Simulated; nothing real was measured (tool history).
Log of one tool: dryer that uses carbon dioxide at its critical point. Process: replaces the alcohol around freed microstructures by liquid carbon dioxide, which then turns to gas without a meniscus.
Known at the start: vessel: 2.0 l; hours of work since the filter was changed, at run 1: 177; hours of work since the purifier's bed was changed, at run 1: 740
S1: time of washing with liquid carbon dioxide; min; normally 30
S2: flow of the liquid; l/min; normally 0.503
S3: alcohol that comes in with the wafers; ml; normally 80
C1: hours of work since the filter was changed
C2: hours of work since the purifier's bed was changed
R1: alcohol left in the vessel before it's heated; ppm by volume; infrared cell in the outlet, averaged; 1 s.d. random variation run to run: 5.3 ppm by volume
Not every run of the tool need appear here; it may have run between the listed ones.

run	hour	S1	S2	S3	C1	C2	R1
1	0.0	30	0.503	80	177	740	287
2	36.6	30	0.503	80	193	756	299
3	86.4	30	0.503	80	215	778	303
4	137.4	30	0.357	80	237	800	919
5	178.4	30	0.503	80	255	818	321
6	226.9	30	0.503	80	277	840	342
7	254.7	30	0.503	80	289	852	340
8	295.9	30	0.503	99	307	870	382
9	350.3	30	0.503	99	331	894	384
# hour 370.2: purifier's bed changed
10	390.3	30	0.503	116	348	9	247
11	444.9	30	0.503	116	372	33	249
12	475.3	30	0.503	116	385	46	262
13	518.0	30	0.503	116	404	65	270
14	545.8	42	0.503	80	416	77	37
15	571.8	42	0.503	80	428	89	48
16	605.8	42	0.503	80	443	104	49
17	649.6	30	0.503	80	462	123	217
18	673.3	30	0.503	80	472	134	214
# hour 709.5: inlet filter changed
19	711.2	30	0.503	80	1	150	147
20	740.5	30	0.503	80	14	163	154
21	769.6	30	0.338	80	26	176	894
22	803.3	30	0.338	80	41	190	893
23	841.6	30	0.338	80	58	207	931
24	880.0	30	0.503	80	75	224	173
25	909.3	20	0.713	80	88	237	211
26	949.3	44	0.430	49	106	255	79
27	1003.4	39	0.430	49	130	279	108
28	1052.4	29	0.621	80	151	300	101
29	1084.1	29	0.621	80	165	314	113
30	1111.5	32	0.503	39	177	326	120
31	1144.1	29	0.418	71	192	341	453
32	1186.8	29	0.418	71	210	360	485
33	1237.2	29	0.418	71	233	382	486
34	1272.3	19	0.503	80	248	397	1253
35	1318.5	19	0.432	80	268	418	2082
36	1349.2	18	0.762	115	282	431	422
37	1403.0	18	0.762	115	306	455	447
38	1435.7	18	0.762	115	320	469	435
39	1475.6	37	0.382	115	338	487	450
40	1524.0	37	0.382	115	359	508	477
41	1567.0	37	0.382	115	378	527	478
42	1605.9	37	0.382	115	395	544	506
43	1660.7	37	0.713	62	419	568	121
44	1692.2	30	0.621	80	433	582	170
45	1719.2	30	0.621	80	445	594	168
46	1749.9	40	0.810	80	459	608	127
47	1804.4	40	0.810	80	483	632	134

Predict each of these 4 candidate next runs independently; none follows another, all start after run 47:
# hour 1813.6: inlet filter changed
A	1856.6	37	0.538	21	19	654	?
# hour 1813.6: inlet filter changed
B	1856.6	32	0.503	80	19	654	?
# hour 1813.6: inlet filter changed
C	1856.6	40	0.312	46	19	654	?
# hour 1813.6: inlet filter changed
D	1856.6	48	0.456	86	19	654	?

run	R1
A	143
B	215
C	337
D	156
With the hidden condition removed and each run's random variation left untouched, the same runs would have given:
run	R1
A	11
B	80
C	198
D	18
